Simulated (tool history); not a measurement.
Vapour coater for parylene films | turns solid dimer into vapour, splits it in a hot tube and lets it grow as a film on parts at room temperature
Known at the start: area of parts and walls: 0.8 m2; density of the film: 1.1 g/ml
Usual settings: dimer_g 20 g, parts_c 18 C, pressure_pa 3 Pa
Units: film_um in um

run	hour	dimer_g	parts_c	pressure_pa	film_um
1	0	20	18	3	17.71
2	12.7	20	14	3	21.05
3	22.5	20	18	3	17.56
4	31.6	20	18	3	17.72
5	53.3	20	18	3	17.35
6	63.9	20	18	3	17.42
# hour 66.4: table's thermometer calibrated
7	80.8	17	19	4.37	13.48
8	96.5	14	19	4.37	11.19
# hour 107.8: table's thermometer calibrated, once more
9	118.3	14	19	4.37	11.62
10	139.5	14	19	4.37	11.59
11	148.7	20	10	6	21.76

Forecast each of these 4 alternatives for the next run:
A	161	20	10	2.75	?
B	161	34	10	6.67	?
C	161	13	17	4.93	?
D	161	27	11	10.51	?

run	film_um
A	21.73
B	37.19
C	11.64
D	29.23
Without the tool's hidden state the same runs would have given:
run	film_um
A	22.28
B	38.12
C	11.83
D	29.73

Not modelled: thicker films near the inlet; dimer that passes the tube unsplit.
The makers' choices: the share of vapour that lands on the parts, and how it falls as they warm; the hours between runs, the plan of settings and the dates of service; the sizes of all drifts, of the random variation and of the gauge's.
